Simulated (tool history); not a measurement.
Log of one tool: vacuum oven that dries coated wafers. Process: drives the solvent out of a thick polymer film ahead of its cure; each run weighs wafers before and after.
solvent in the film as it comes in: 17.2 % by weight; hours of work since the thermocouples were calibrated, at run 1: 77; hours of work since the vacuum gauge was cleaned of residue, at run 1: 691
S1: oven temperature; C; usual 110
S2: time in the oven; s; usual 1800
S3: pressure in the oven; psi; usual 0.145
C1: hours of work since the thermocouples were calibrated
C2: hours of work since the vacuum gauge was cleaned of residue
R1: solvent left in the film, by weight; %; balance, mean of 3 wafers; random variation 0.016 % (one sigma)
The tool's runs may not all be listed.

run   hour   S1    S2     S3   C1   C2    R1
  1    0.0  110  1800  0.145   77  691  1.24
  2   20.7  120  1800  0.145   89  704  0.53
  3   43.4  110  1800  0.191  103  718  1.39
  4   66.9  123  1800  0.145  117  732  0.44
  5   93.3  123  1800  0.145  133  748  0.47
      97.6  -- oven's thermocouples calibrated
  6  109.8  110  1800  0.145    7  757  1.21
  7  134.9  106  1800  0.107   23  772  1.60
  8  167.1  106  1800  0.107   42  791  1.63
  9  199.7  108  3180  0.145   62  811  0.74
     219.0  -- oven's thermocouples calibrated, once more
 10  231.4  122  1860  0.102    8  829  0.38
 11  264.4  121  1080  0.145   28  849  0.98
 12  289.6  110  2880  0.487   43  865  2.22

3 ways to go on from here, each from the tool as it stands after run 12. What would each give?
  A  317.0  123  1800  0.115  59  881   ?
  B  317.0  112  1980  0.144  59  881   ?
  C  317.0  110  1920  0.094  59  881   ?

run    R1
  A  0.37
  B  0.94
  C  0.99
Without the tool's hidden state the same runs would have given:
run    R1
  A  0.33
  B  0.86
  C  0.91
